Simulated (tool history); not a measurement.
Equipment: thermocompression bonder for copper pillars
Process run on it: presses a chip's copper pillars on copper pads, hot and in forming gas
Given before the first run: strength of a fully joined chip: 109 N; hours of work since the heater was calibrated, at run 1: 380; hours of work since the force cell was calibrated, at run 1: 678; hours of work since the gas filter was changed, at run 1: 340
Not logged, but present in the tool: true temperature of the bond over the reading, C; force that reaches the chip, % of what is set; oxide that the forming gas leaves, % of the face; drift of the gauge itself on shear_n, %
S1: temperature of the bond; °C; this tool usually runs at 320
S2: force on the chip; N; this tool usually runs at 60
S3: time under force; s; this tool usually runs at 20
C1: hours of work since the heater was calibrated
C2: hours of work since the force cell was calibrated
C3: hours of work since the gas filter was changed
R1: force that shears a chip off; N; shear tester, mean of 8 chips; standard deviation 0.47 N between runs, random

run 1 hour=0 | S1=320 S2=60 S3=20 | C1=380 C2=678 C3=340 | R1=38.5
-- hour=55.8 forming gas filter changed
run 2 hour=55.8 | S1=320 S2=60 S3=20 | C1=423 C2=721 C3=0 | R1=43
run 3 hour=107.5 | S1=320 S2=63 S3=20 | C1=464 C2=762 C3=40 | R1=42.8
run 4 hour=140.8 | S1=334 S2=63 S3=20 | C1=490 C2=788 C3=67 | R1=49.1
run 5 hour=197.7 | S1=334 S2=63 S3=20 | C1=534 C2=832 C3=111 | R1=48.3
run 6 hour=255 | S1=334 S2=63 S3=20 | C1=579 C2=877 C3=156 | R1=47.3
-- hour=272.5 heater calibrated with a thermocouple chip
run 7 hour=285 | S1=320 S2=64 S3=20 | C1=10 C2=899 C3=178 | R1=45.8
run 8 hour=323.5 | S1=320 S2=60 S3=47 | C1=40 C2=929 C3=208 | R1=57.7
run 9 hour=374.5 | S1=320 S2=60 S3=47 | C1=80 C2=969 C3=248 | R1=57.2
run 10 hour=420.9 | S1=320 S2=60 S3=47 | C1=116 C2=1006 C3=284 | R1=56.4
run 11 hour=459.4 | S1=320 S2=60 S3=47 | C1=146 C2=1036 C3=315 | R1=55.6
run 12 hour=512.6 | S1=320 S2=60 S3=47 | C1=188 C2=1077 C3=356 | R1=54.8
run 13 hour=541.1 | S1=320 S2=43 S3=20 | C1=210 C2=1100 C3=378 | R1=30.5
-- hour=545.3 forming gas filter changed
run 14 hour=587.3 | S1=330 S2=60 S3=20 | C1=246 C2=1136 C3=33 | R1=48.2
run 15 hour=617.2 | S1=330 S2=60 S3=20 | C1=270 C2=1159 C3=56 | R1=47.6
run 16 hour=667.1 | S1=330 S2=60 S3=20 | C1=309 C2=1198 C3=95 | R1=46.3
run 17 hour=693.8 | S1=330 S2=60 S3=20 | C1=330 C2=1219 C3=116 | R1=46.2
run 18 hour=746.5 | S1=320 S2=60 S3=20 | C1=371 C2=1260 C3=158 | R1=41.7
run 19 hour=801.6 | S1=320 S2=60 S3=36 | C1=414 C2=1303 C3=201 | R1=49.5
run 20 hour=828.8 | S1=320 S2=60 S3=36 | C1=435 C2=1325 C3=222 | R1=49.6
run 21 hour=876.6 | S1=320 S2=60 S3=58 | C1=473 C2=1362 C3=259 | R1=57.8
run 22 hour=926.6 | S1=320 S2=60 S3=58 | C1=512 C2=1401 C3=299 | R1=57.5
run 23 hour=963.9 | S1=297 S2=60 S3=49 | C1=541 C2=1430 C3=328 | R1=42.8
run 24 hour=1003.3 | S1=292 S2=38 S3=35 | C1=572 C2=1461 C3=359 | R1=23.3
-- hour=1032.5 heater calibrated with a thermocouple chip
-- hour=1037.4 forming gas filter changed
run 25 hour=1055.9 | S1=302 S2=51 S3=16 | C1=18 C2=1500 C3=14 | R1=30.2
run 26 hour=1088.9 | S1=293 S2=60 S3=19 | C1=44 C2=1526 C3=40 | R1=34.1
run 27 hour=1113.2 | S1=335 S2=45 S3=38 | C1=63 C2=1545 C3=59 | R1=51.9
run 28 hour=1162.5 | S1=335 S2=45 S3=38 | C1=101 C2=1584 C3=98 | R1=51.1
run 29 hour=1192.5 | S1=335 S2=45 S3=14 | C1=125 C2=1607 C3=121 | R1=33.9
run 30 hour=1243 | S1=320 S2=60 S3=17 | C1=164 C2=1647 C3=161 | R1=40.8
run 31 hour=1296.9 | S1=299 S2=60 S3=17 | C1=207 C2=1689 C3=203 | R1=32.6
run 32 hour=1338 | S1=299 S2=60 S3=17 | C1=239 C2=1721 C3=235 | R1=32
run 33 hour=1372.3 | S1=316 S2=75 S3=27 | C1=266 C2=1748 C3=262 | R1=53.5
run 34 hour=1409.6 | S1=316 S2=75 S3=15 | C1=295 C2=1778 C3=291 | R1=42.9
run 35 hour=1455.4 | S1=316 S2=75 S3=15 | C1=331 C2=1813 C3=327 | R1=42.3
run 36 hour=1503.5 | S1=340 S2=63 S3=27 | C1=368 C2=1851 C3=365 | R1=55.3
-- hour=1528.2 forming gas filter changed
run 37 hour=1555 | S1=320 S2=60 S3=14 | C1=408 C2=1891 C3=21 | R1=37.6
run 38 hour=1604.3 | S1=295 S2=60 S3=41 | C1=447 C2=1930 C3=60 | R1=43.7
run 39 hour=1640.9 | S1=291 S2=76 S3=18 | C1=476 C2=1958 C3=88 | R1=36.4

3 ways to go on from here, each from the tool as it stands after run 39. What would each give?
run A hour=1691.1 | S1=290 S2=44 S3=18 | C1=515 C2=1997 C3=127 | R1=?
run B hour=1691.1 | S1=320 S2=66 S3=10 | C1=515 C2=1997 C3=127 | R1=?
run C hour=1691.1 | S1=320 S2=82 S3=20 | C1=515 C2=1997 C3=127 | R1=?

run=A R1=20.7
run=B R1=34.3
run=C R1=53.9
Stripped of hidden state, with their random variation kept, the same runs would have yielded:
run=A R1=22.9
run=B R1=37.2
run=C R1=58

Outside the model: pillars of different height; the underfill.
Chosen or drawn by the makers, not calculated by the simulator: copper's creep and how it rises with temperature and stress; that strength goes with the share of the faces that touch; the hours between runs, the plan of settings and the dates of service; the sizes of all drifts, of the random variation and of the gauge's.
